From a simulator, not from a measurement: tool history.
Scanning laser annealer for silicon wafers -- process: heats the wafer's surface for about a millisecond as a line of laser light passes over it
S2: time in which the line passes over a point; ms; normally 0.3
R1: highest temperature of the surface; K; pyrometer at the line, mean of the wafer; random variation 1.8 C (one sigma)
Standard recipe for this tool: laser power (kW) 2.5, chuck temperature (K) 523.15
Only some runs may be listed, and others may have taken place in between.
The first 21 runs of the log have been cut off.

run 22 hour=583.7 | laser_power_(kW)=2.2 S2=0.224 chuck_temperature_(K)=491.15 | R1=1021.15
run 23 hour=617.5 | laser_power_(kW)=2.2 S2=0.224 chuck_temperature_(K)=491.15 | R1=1020.15
run 24 hour=658.9 | laser_power_(kW)=2.2 S2=0.257 chuck_temperature_(K)=531.15 | R1=1097.15
run 25 hour=682 | laser_power_(kW)=2.403 S2=0.257 chuck_temperature_(K)=516.15 | R1=1151.15
run 26 hour=705.9 | laser_power_(kW)=2.571 S2=0.326 chuck_temperature_(K)=530.15 | R1=1313.15
run 27 hour=737.5 | laser_power_(kW)=2.5 S2=0.372 chuck_temperature_(K)=502.15 | R1=1310.15
run 28 hour=779.7 | laser_power_(kW)=2.5 S2=0.372 chuck_temperature_(K)=502.15 | R1=1308.15
run 29 hour=816.5 | laser_power_(kW)=2.415 S2=0.215 chuck_temperature_(K)=527.15 | R1=1107.15
run 30 hour=847.3 | laser_power_(kW)=2.5 S2=0.276 chuck_temperature_(K)=534.15 | R1=1222.15
run 31 hour=888.1 | laser_power_(kW)=2.5 S2=0.276 chuck_temperature_(K)=534.15 | R1=1219.15
run 32 hour=918 | laser_power_(kW)=2.5 S2=0.276 chuck_temperature_(K)=534.15 | R1=1221.15
run 33 hour=959.1 | laser_power_(kW)=2.414 S2=0.276 chuck_temperature_(K)=506.15 | R1=1160.15
run 34 hour=984 | laser_power_(kW)=2.386 S2=0.237 chuck_temperature_(K)=523.15 | R1=1119.15
run 35 hour=1012.1 | laser_power_(kW)=2.386 S2=0.237 chuck_temperature_(K)=523.15 | R1=1120.15
run 36 hour=1035.2 | laser_power_(kW)=2.386 S2=0.237 chuck_temperature_(K)=523.15 | R1=1117.15
run 37 hour=1075.9 | laser_power_(kW)=2.5 S2=0.3 chuck_temperature_(K)=562.15 | R1=1270.15
run 38 hour=1094.5 | laser_power_(kW)=2.5 S2=0.327 chuck_temperature_(K)=517.15 | R1=1264.15
run 39 hour=1134.2 | laser_power_(kW)=2.329 S2=0.327 chuck_temperature_(K)=517.15 | R1=1198.15
run 40 hour=1173.7 | laser_power_(kW)=2.329 S2=0.327 chuck_temperature_(K)=517.15 | R1=1195.15
run 41 hour=1213.8 | laser_power_(kW)=2.202 S2=0.3 chuck_temperature_(K)=532.15 | R1=1138.15

4 options for the next run, each taken on its own from the tool as it stands now. Forecast them:
run A hour=1236 | laser_power_(kW)=2.285 S2=0.3 chuck_temperature_(K)=549.15 | R1=?
run B hour=1236 | laser_power_(kW)=2.713 S2=0.3 chuck_temperature_(K)=493.15 | R1=?
run C hour=1236 | laser_power_(kW)=2.144 S2=0.254 chuck_temperature_(K)=532.15 | R1=?
run D hour=1236 | laser_power_(kW)=2.291 S2=0.281 chuck_temperature_(K)=531.15 | R1=?

run=A R1=1182.15
run=B R1=1279.15
run=C R1=1067.15
run=D R1=1145.15
Had the tool no hidden state, the same runs would have come out as:
run=A R1=1201.15
run=B R1=1303.15
run=C R1=1083.15
run=D R1=1163.15

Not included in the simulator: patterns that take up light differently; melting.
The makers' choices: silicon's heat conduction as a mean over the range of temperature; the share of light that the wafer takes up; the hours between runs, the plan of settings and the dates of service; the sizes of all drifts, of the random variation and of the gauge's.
